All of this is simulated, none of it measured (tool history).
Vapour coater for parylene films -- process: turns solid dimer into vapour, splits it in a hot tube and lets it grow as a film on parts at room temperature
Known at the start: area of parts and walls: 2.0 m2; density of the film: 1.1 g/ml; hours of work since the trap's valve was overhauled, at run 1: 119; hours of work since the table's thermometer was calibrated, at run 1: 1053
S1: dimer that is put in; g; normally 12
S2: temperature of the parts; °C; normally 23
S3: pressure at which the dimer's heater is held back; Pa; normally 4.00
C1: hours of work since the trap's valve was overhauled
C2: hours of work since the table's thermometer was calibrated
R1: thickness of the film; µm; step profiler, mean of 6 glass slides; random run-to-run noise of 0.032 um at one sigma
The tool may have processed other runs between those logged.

| run | hour | S1 | S2 | S3 | C1 | C2 | R1 |
|---|---|---|---|---|---|---|---|
| 1 | 0.0 | 12 | 23 | 4.00 | 119 | 1053 | 3.07 |
| 2 | 55.2 | 12 | 23 | 4.00 | 152 | 1087 | 3.07 |
| 3 | 107.6 | 12 | 23 | 4.00 | 184 | 1118 | 3.01 |
|  | 154.6 | trap's valve overhauled |
| 4 | 180.2 | 12 | 23 | 4.00 | 15 | 1160 | 3.11 |
| 5 | 242.9 | 12 | 35 | 4.00 | 53 | 1198 | 2.40 |
| 6 | 282.4 | 12 | 35 | 4.00 | 77 | 1222 | 2.39 |
| 7 | 351.7 | 12 | 35 | 4.00 | 119 | 1264 | 2.38 |
| 8 | 433.0 | 12 | 35 | 4.00 | 169 | 1313 | 2.37 |
| 9 | 496.9 | 12 | 35 | 4.00 | 207 | 1351 | 2.40 |
|  | 506.4 | trap's valve overhauled |
| 10 | 576.4 | 14 | 23 | 6.69 | 42 | 1397 | 3.46 |
| 11 | 614.3 | 14 | 23 | 6.69 | 65 | 1420 | 3.52 |
| 12 | 685.0 | 6 | 23 | 2.21 | 108 | 1463 | 1.56 |
| 13 | 724.8 | 6 | 34 | 9.14 | 132 | 1487 | 1.17 |
| 14 | 803.5 | 6 | 34 | 9.14 | 180 | 1535 | 1.17 |
|  | 855.7 | trap's valve overhauled |
| 15 | 875.6 | 14 | 24 | 2.21 | 12 | 1576 | 3.67 |
| 16 | 952.7 | 14 | 24 | 2.21 | 59 | 1622 | 3.62 |
| 17 | 1018.2 | 14 | 24 | 2.21 | 98 | 1662 | 3.67 |

Here are 4 independent what-if runs from the current tool condition. What would each one return?
| A | 1067.1 | 14 | 24 | 6.65 | 128 | 1692 | ? |
| B | 1067.1 | 14 | 18 | 7.75 | 128 | 1692 | ? |
| C | 1067.1 | 14 | 26 | 2.21 | 128 | 1692 | ? |
| D | 1067.1 | 7 | 29 | 2.09 | 128 | 1692 | ? |

| run | R1 |
|---|---|
| A | 3.45 |
| B | 3.82 |
| C | 3.45 |
| D | 1.64 |
What these runs would have given with no unlogged condition in the tool:
| run | R1 |
|---|---|
| A | 3.45 |
| B | 3.83 |
| C | 3.46 |
| D | 1.64 |
